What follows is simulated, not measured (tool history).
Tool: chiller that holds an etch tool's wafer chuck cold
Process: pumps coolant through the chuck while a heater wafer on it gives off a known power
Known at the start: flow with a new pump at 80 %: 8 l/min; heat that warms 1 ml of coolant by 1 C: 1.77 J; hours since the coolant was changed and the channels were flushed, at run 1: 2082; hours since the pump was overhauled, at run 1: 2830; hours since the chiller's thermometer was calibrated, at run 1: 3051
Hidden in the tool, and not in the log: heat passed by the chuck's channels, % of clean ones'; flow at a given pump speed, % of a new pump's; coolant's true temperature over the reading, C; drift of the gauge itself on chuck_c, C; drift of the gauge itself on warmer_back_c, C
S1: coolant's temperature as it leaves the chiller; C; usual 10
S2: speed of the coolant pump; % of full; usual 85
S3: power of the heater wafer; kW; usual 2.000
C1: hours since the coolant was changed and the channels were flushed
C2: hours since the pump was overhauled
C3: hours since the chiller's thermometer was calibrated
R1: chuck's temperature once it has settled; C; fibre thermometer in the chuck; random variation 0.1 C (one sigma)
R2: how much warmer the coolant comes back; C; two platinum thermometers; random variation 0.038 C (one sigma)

run   hour  S1  S2     S3    C1    C2    C3    R1    R2
  1    0.0  10  85  2.000  2082  2830  3051  33.7  8.36
  2   39.1  10  85  2.000  2121  2869  3090  33.9  8.40
  3  109.3  10  85  2.000  2191  2939  3160  33.7  8.34
  4  163.6  10  85  2.000  2245  2994  3215  33.7  8.38
     170.9  -- chiller's thermometer calibrated
  5  207.1  10  75  2.000  2288  3036    36  35.3  9.63
  6  288.4  10  95  1.381  2369  3117   117  24.6  5.13
  7  325.7  10  95  1.381  2406  3155   155  24.5  5.17
  8  362.0   5  81  1.420  2443  3191   191  21.7  6.29
     370.0  -- chiller's thermometer calibrated, once more
  9  442.0   0  85  2.000  2522  3270    72  25.1  8.55
 10  521.6  11  74  1.389  2601  3350   152  29.9  6.80

Forecast each of these 3 alternatives for the next run:
  A  589.7  10  91  1.723  2669  3418  220   ?   ?
  B  589.7  16  74  1.033  2669  3418  220   ?   ?
  C  589.7  10  74  2.000  2669  3418  220   ?   ?

run    R1    R2
  A  30.9  6.77
  B  30.0  5.06
  C  37.4  9.81
Without the tool's hidden state the same runs would have given:
run    R1    R2
  A  27.9  6.35
  B  28.0  4.75
  C  33.4  9.21

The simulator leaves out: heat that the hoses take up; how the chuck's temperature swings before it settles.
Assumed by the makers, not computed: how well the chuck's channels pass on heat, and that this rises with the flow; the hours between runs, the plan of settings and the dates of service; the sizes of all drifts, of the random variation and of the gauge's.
